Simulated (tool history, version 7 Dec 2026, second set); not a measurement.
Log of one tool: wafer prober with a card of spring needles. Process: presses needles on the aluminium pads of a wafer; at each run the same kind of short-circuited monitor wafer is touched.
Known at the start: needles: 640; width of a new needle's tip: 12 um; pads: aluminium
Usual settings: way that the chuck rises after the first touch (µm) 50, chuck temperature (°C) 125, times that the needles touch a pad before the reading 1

run,hour,way that the chuck rises after the first touch (µm),chuck temperature (°C),times that the needles touch a pad before the reading,resistance of one needle with its contact and lead (mohm),way that a needle slides on the pad (µm)
1,0,50,125,1,210,6.37
2,55.9,50,125,1,211,6.3
3,109.1,32,125,1,205,3.79
4,148.7,32,25,1,230,3.76
5,190.1,31,25,1,495,3.68
6,213,31,25,1,330,3.51
7,251.3,31,25,1,338,4.06
8,280.6,50,125,2,197,6.49
9,318.1,51,26,1,170,6.53
10,373.8,50,125,1,260,6.32
11,429,50,125,1,243,6.32
12,478.5,50,125,1,265,6.34
13,514.4,50,125,1,262,6.18
14,557.6,50,125,1,190,6.09
15,609.3,50,125,1,269,6.11
16,659.2,50,118,2,232,6.58

Not shown: 71 entries that the log had between the listed runs. Between which runs, and how does the tool's hidden state differ before and after?
Between runs 1 and 2: tips cleaned on abrasive film (hour 6.2); tips cleaned on abrasive film (hour 14.4); tips cleaned on abrasive film (hour 24.6); tips cleaned on abrasive film (hour 32.8); tips cleaned on abrasive film (hour 43); tips cleaned on abrasive film (hour 53.2)
  debris on the tips, nm: 46.6 -> 47.7; way that the needles fall short of the set height, um: 1.8 -> 2.34; tips' diameter, um: 17.8 -> 17.99
  measured less the result without the state, resistance of one needle with its contact and lead (mohm): +51 -> +54; way that a needle slides on the pad (µm): -0.24 -> -0.31
Between runs 2 and 3: tips cleaned on abrasive film (hour 62.1); tips cleaned on abrasive film (hour 70.2); tips cleaned on abrasive film (hour 80.5); tips cleaned on abrasive film (hour 90.7); tips cleaned on abrasive film (hour 100.9); tips cleaned on abrasive film (hour 109.1)
  debris on the tips, nm: 47.7 -> 9; way that the needles fall short of the set height, um: 2.34 -> 2.84; tips' diameter, um: 17.99 -> 18.17
  measured less the result without the state, resistance of one needle with its contact and lead (mohm): +54 -> +39; way that a needle slides on the pad (µm): -0.31 -> -0.37
Between runs 3 and 4: tips cleaned on abrasive film (hour 117.3); tips cleaned on abrasive film (hour 127.5); tips cleaned on abrasive film (hour 137.8); tips cleaned on abrasive film (hour 148)
  debris on the tips, nm: 9 -> 21.2; way that the needles fall short of the set height, um: 2.84 -> 3.21; tips' diameter, um: 18.17 -> 18.3
  measured less the result without the state, resistance of one needle with its contact and lead (mohm): +39 -> +79; way that a needle slides on the pad (µm): -0.37 -> -0.42
Between runs 4 and 5: tips cleaned on abrasive film (hour 156.9); tips cleaned on abrasive film (hour 165.1); tips cleaned on abrasive film (hour 175.3); tips cleaned on abrasive film (hour 183.5)
  debris on the tips, nm: 21.2 -> 95.5; way that the needles fall short of the set height, um: 3.21 -> 3.6; tips' diameter, um: 18.3 -> 18.43
  measured less the result without the state, resistance of one needle with its contact and lead (mohm): +79 -> +344; way that a needle slides on the pad (µm): -0.42 -> -0.47
Between runs 5 and 6: tips cleaned on abrasive film (hour 192.3); tips cleaned on abrasive film (hour 200.5); tips cleaned on abrasive film (hour 210.7)
  debris on the tips, nm: 95.5 -> 46.8; way that the needles fall short of the set height, um: 3.6 -> 3.86; tips' diameter, um: 18.43 -> 18.52
  measured less the result without the state, resistance of one needle with its contact and lead (mohm): +344 -> +179; way that a needle slides on the pad (µm): -0.47 -> -0.51
Between runs 6 and 7: height of the first contact set anew (hour 217.3); tips cleaned on abrasive film (hour 219.4); tips cleaned on abrasive film (hour 227.6); tips cleaned on abrasive film (hour 237.8); tips cleaned on abrasive film (hour 248)
  debris on the tips, nm: 46.8 -> 62; way that the needles fall short of the set height, um: 3.86 -> 0.32; tips' diameter, um: 18.52 -> 18.63
  measured less the result without the state, resistance of one needle with its contact and lead (mohm): +179 -> +187; way that a needle slides on the pad (µm): -0.51 -> -0.05
Between runs 7 and 8: tips cleaned on abrasive film (hour 257.5); tips cleaned on abrasive film (hour 267.7); tips cleaned on abrasive film (hour 277.9)
  debris on the tips, nm: 62 -> 45.6; way that the needles fall short of the set height, um: 0.32 -> 0.57; tips' diameter, um: 18.63 -> 18.72
  measured less the result without the state, resistance of one needle with its contact and lead (mohm): +187 -> +36; way that a needle slides on the pad (µm): -0.05 -> -0.08
Between runs 8 and 9: tips cleaned on abrasive film (hour 286.8); tips cleaned on abrasive film (hour 297); tips cleaned on abrasive film (hour 307.2); tips cleaned on abrasive film (hour 317.4)
  debris on the tips, nm: 45.6 -> 16.9; way that the needles fall short of the set height, um: 0.57 -> 0.89; tips' diameter, um: 18.72 -> 18.84
  measured less the result without the state, resistance of one needle with its contact and lead (mohm): +36 -> +26; way that a needle slides on the pad (µm): -0.08 -> -0.12
Between runs 9 and 10: tips cleaned on abrasive film (hour 326.3); tips cleaned on abrasive film (hour 336.5); tips cleaned on abrasive film (hour 346.7); tips cleaned on abrasive film (hour 356.9); tips cleaned on abrasive film (hour 367.1)
  debris on the tips, nm: 16.9 -> 87.3; way that the needles fall short of the set height, um: 0.89 -> 1.32; tips' diameter, um: 18.84 -> 18.98
  measured less the result without the state, resistance of one needle with its contact and lead (mohm): +26 -> +100; way that a needle slides on the pad (µm): -0.12 -> -0.18
Between runs 10 and 11: tips cleaned on abrasive film (hour 375.9); tips cleaned on abrasive film (hour 384.1); tips cleaned on abrasive film (hour 394.3); tips cleaned on abrasive film (hour 404.5); tips cleaned on abrasive film (hour 414.7); tips cleaned on abrasive film (hour 424.9)
  debris on the tips, nm: 87.3 -> 70.7; way that the needles fall short of the set height, um: 1.32 -> 1.85; tips' diameter, um: 18.98 -> 19.17
  measured less the result without the state, resistance of one needle with its contact and lead (mohm): +100 -> +85; way that a needle slides on the pad (µm): -0.18 -> -0.24
Between runs 11 and 12: tips cleaned on abrasive film (hour 435.1); tips cleaned on abrasive film (hour 443.3); tips cleaned on abrasive film (hour 453.5); tips cleaned on abrasive film (hour 461.7); tips cleaned on abrasive film (hour 471.9)
  debris on the tips, nm: 70.7 -> 85.5; way that the needles fall short of the set height, um: 1.85 -> 2.27; tips' diameter, um: 19.17 -> 19.32
  measured less the result without the state, resistance of one needle with its contact and lead (mohm): +85 -> +105; way that a needle slides on the pad (µm): -0.24 -> -0.29
Between runs 12 and 13: tips cleaned on abrasive film (hour 480.6); tips cleaned on abrasive film (hour 488.8); tips cleaned on abrasive film (hour 499); tips cleaned on abrasive film (hour 509.3)
  debris on the tips, nm: 85.5 -> 82.2; way that the needles fall short of the set height, um: 2.27 -> 2.61; tips' diameter, um: 19.32 -> 19.44
  measured less the result without the state, resistance of one needle with its contact and lead (mohm): +105 -> +103; way that a needle slides on the pad (µm): -0.29 -> -0.35
Between runs 13 and 14: tips cleaned on abrasive film (hour 518.5); tips cleaned on abrasive film (hour 526.7); tips cleaned on abrasive film (hour 536.9); tips cleaned on abrasive film (hour 547.2); tips cleaned on abrasive film (hour 557.4)
  debris on the tips, nm: 82.2 -> 17.1; way that the needles fall short of the set height, um: 2.61 -> 2.98; tips' diameter, um: 19.44 -> 19.57
  measured less the result without the state, resistance of one needle with its contact and lead (mohm): +103 -> +31; way that a needle slides on the pad (µm): -0.35 -> -0.39
Between runs 14 and 15: tips cleaned on abrasive film (hour 565.8); tips cleaned on abrasive film (hour 576); tips cleaned on abrasive film (hour 586.2); tips cleaned on abrasive film (hour 596.4); tips cleaned on abrasive film (hour 604.6)
  debris on the tips, nm: 17.1 -> 82.2; way that the needles fall short of the set height, um: 2.98 -> 3.42; tips' diameter, um: 19.57 -> 19.72
  measured less the result without the state, resistance of one needle with its contact and lead (mohm): +31 -> +109; way that a needle slides on the pad (µm): -0.39 -> -0.45
Between runs 15 and 16: tips cleaned on abrasive film (hour 613.5); tips cleaned on abrasive film (hour 623.7); height of the first contact set anew (hour 632.1); tips cleaned on abrasive film (hour 634.2); tips cleaned on abrasive film (hour 642.4); tips cleaned on abrasive film (hour 652.6)
  debris on the tips, nm: 82.2 -> 101.7; way that the needles fall short of the set height, um: 3.42 -> 0.26; tips' diameter, um: 19.72 -> 19.87
  measured less the result without the state, resistance of one needle with its contact and lead (mohm): +109 -> +76; way that a needle slides on the pad (µm): -0.45 -> -0.03
